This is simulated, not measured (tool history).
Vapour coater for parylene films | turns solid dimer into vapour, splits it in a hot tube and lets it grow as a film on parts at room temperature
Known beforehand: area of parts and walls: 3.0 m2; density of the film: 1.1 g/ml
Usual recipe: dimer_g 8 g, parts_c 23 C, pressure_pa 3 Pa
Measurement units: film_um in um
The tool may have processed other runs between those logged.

run 1 hour=0 | dimer_g=8 parts_c=23 pressure_pa=3 | film_um=1.515
run 2 hour=13.4 | dimer_g=5 parts_c=23 pressure_pa=3 | film_um=0.955
run 3 hour=24.7 | dimer_g=5 parts_c=23 pressure_pa=3 | film_um=0.937
run 4 hour=36.4 | dimer_g=8 parts_c=23 pressure_pa=3 | film_um=1.505
run 5 hour=52.5 | dimer_g=8 parts_c=23 pressure_pa=3 | film_um=1.525
run 6 hour=65.5 | dimer_g=8 parts_c=23 pressure_pa=3 | film_um=1.508
run 7 hour=76.5 | dimer_g=8 parts_c=23 pressure_pa=3 | film_um=1.519
run 8 hour=90.2 | dimer_g=3 parts_c=23 pressure_pa=3 | film_um=0.567
run 9 hour=100.4 | dimer_g=7 parts_c=17 pressure_pa=6.07 | film_um=1.651
run 10 hour=112.9 | dimer_g=8 parts_c=23 pressure_pa=2.36 | film_um=1.561
run 11 hour=124.2 | dimer_g=5 parts_c=23 pressure_pa=2.36 | film_um=0.974
run 12 hour=137.7 | dimer_g=5 parts_c=17 pressure_pa=3.33 | film_um=1.253
run 13 hour=150 | dimer_g=7 parts_c=23 pressure_pa=3 | film_um=1.333
run 14 hour=161.3 | dimer_g=7 parts_c=23 pressure_pa=3 | film_um=1.319
run 15 hour=176.8 | dimer_g=4 parts_c=22 pressure_pa=3 | film_um=0.802
run 16 hour=185.4 | dimer_g=8 parts_c=26 pressure_pa=8.3 | film_um=1.176

Here are 4 independent what-if runs from the current tool condition. What would each one return?
run A hour=200.3 | dimer_g=8 parts_c=16 pressure_pa=6.41 | film_um=?
run B hour=200.3 | dimer_g=8 parts_c=22 pressure_pa=3 | film_um=?
run C hour=200.3 | dimer_g=4 parts_c=23 pressure_pa=3 | film_um=?
run D hour=200.3 | dimer_g=8 parts_c=21 pressure_pa=8.3 | film_um=?

run=A film_um=1.946
run=B film_um=1.589
run=C film_um=0.752
run=D film_um=1.498
The same runs, with their run-to-run variation unchanged, on a tool lacking any hidden condition would have given:
run=A film_um=1.925
run=B film_um=1.571
run=C film_um=0.744
run=D film_um=1.481

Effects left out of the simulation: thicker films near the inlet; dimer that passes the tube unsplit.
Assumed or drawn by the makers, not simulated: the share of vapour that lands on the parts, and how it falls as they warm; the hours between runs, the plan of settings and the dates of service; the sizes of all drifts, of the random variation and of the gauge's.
